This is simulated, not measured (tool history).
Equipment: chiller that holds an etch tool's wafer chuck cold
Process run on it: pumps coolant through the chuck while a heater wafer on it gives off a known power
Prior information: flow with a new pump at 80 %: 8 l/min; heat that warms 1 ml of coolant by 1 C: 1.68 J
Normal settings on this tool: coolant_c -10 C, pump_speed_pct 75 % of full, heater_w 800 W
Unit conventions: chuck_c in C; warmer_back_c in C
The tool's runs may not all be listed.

Run 1, hour 0: usual settings. Result: chuck_c -2.8 C, warmer_back_c 3.95 C.
Run 2, hour 16.9: usual settings. Result: chuck_c -2.9 C, warmer_back_c 3.94 C.
Run 3, hour 46.4: usual settings. Result: chuck_c -2.7 C, warmer_back_c 3.94 C.
Run 4, hour 62: usual settings. Result: chuck_c -2.7 C, warmer_back_c 3.96 C.
Run 5, hour 79.4: usual settings. Result: chuck_c -2.9 C, warmer_back_c 3.9 C.
Run 6, hour 101.1: usual settings. Result: chuck_c -2.9 C, warmer_back_c 3.95 C.
Run 7, hour 118.4: usual settings. Result: chuck_c -2.7 C, warmer_back_c 3.98 C.
Run 8, hour 143: usual settings but coolant_c -16 C. Result: chuck_c -8.8 C, warmer_back_c 3.94 C.
Run 9, hour 165: usual settings but heater_w 619 W. Result: chuck_c -4.4 C, warmer_back_c 3.07 C.
Run 10, hour 194.7: usual settings but heater_w 628 W. Result: chuck_c -4.4 C, warmer_back_c 3.13 C.
Run 11, hour 224.7: usual settings but heater_w 628 W. Result: chuck_c -4.6 C, warmer_back_c 3.14 C.
Run 12, hour 257.1: usual settings but heater_w 633 W. Result: chuck_c -4.3 C, warmer_back_c 3.15 C.
Run 13, hour 275.3: usual settings but heater_w 633 W. Result: chuck_c -4.4 C, warmer_back_c 3.16 C.
Run 14, hour 293.3: usual settings but heater_w 633 W. Result: chuck_c -4.3 C, warmer_back_c 3.13 C.
Run 15, hour 328.1: usual settings but heater_w 633 W. Result: chuck_c -4.4 C, warmer_back_c 3.12 C.
Run 16, hour 361.9: usual settings but heater_w 633 W. Result: chuck_c -4.3 C, warmer_back_c 3.09 C.
Run 17, hour 386.5: usual settings but pump_speed_pct 77 % of full, heater_w 1125 W. Result: chuck_c 0 C, warmer_back_c 5.43 C.
Run 18, hour 411.2: usual settings but pump_speed_pct 90 % of full, heater_w 1015 W. Result: chuck_c -2.4 C, warmer_back_c 4.14 C.
Run 19, hour 437.4: usual settings but coolant_c -13 C, heater_w 1128 W. Result: chuck_c -2.8 C, warmer_back_c 5.66 C.
Run 20, hour 456.4: usual settings but coolant_c -3 C, pump_speed_pct 90 % of full. Result: chuck_c 3 C, warmer_back_c 3.28 C.
Run 21, hour 486.1: usual settings but coolant_c -3 C, pump_speed_pct 90 % of full. Result: chuck_c 3 C, warmer_back_c 3.25 C.
Run 22, hour 501.7: usual settings but pump_speed_pct 64 % of full, heater_w 576 W. Result: chuck_c -3.9 C, warmer_back_c 3.42 C.
Run 23, hour 535.5: usual settings but pump_speed_pct 73 % of full, heater_w 556 W. Result: chuck_c -4.9 C, warmer_back_c 2.95 C.
Run 24, hour 568.8: usual settings but pump_speed_pct 73 % of full, heater_w 556 W. Result: chuck_c -4.8 C, warmer_back_c 2.84 C.
Run 25, hour 589.7: usual settings but coolant_c -11 C, pump_speed_pct 99 % of full, heater_w 603 W. Result: chuck_c -7 C, warmer_back_c 2.21 C.
Run 26, hour 618.2: usual settings but coolant_c -11 C, pump_speed_pct 99 % of full, heater_w 603 W. Result: chuck_c -7.1 C, warmer_back_c 2.21 C.
Run 27, hour 639.1: usual settings but coolant_c -11 C, pump_speed_pct 99 % of full, heater_w 603 W. Result: chuck_c -7.1 C, warmer_back_c 2.24 C.
Run 28, hour 658.2: usual settings but coolant_c -11 C, pump_speed_pct 99 % of full, heater_w 603 W. Result: chuck_c -6.9 C, warmer_back_c 2.24 C.
Run 29, hour 677.7: usual settings but coolant_c -11 C, pump_speed_pct 99 % of full, heater_w 603 W. Result: chuck_c -7 C, warmer_back_c 2.19 C.
Run 30, hour 710: usual settings but coolant_c -3 C, pump_speed_pct 96 % of full, heater_w 418 W. Result: chuck_c -0.2 C, warmer_back_c 1.59 C.
Run 31, hour 727.9: usual settings but coolant_c -9 C, pump_speed_pct 76 % of full, heater_w 689 W. Result: chuck_c -2.7 C, warmer_back_c 3.34 C.
Run 32, hour 755.2: usual settings but coolant_c -12 C, pump_speed_pct 91 % of full, heater_w 837 W. Result: chuck_c -5.8 C, warmer_back_c 3.35 C.

Each row is a separate what-if for the run after 32, all from the same tool condition, not one after another. Results?
Run A, hour 784.8: usual settings but pump_speed_pct 68 % of full. Result: chuck_c ?, warmer_back_c ?.
Run B, hour 784.8: usual settings but pump_speed_pct 61 % of full, heater_w 664 W. Result: chuck_c ?, warmer_back_c ?.
Run C, hour 784.8: usual settings but coolant_c -7 C, pump_speed_pct 95 % of full, heater_w 853 W. Result: chuck_c ?, warmer_back_c ?.
Run D, hour 784.8: usual settings but coolant_c -12 C, pump_speed_pct 80 % of full, heater_w 736 W. Result: chuck_c ?, warmer_back_c ?.

run  chuck_c  warmer_back_c
  A     -1.8           4.49
  B     -2.6           4.18
  C     -0.8           3.28
  D     -5.7           3.43
With the hidden condition removed and each run's random variation left untouched, the same runs would have given:
run  chuck_c  warmer_back_c
  A     -2.3            4.3
  B     -3.1              4
  C     -1.2           3.15
  D     -6.1           3.28

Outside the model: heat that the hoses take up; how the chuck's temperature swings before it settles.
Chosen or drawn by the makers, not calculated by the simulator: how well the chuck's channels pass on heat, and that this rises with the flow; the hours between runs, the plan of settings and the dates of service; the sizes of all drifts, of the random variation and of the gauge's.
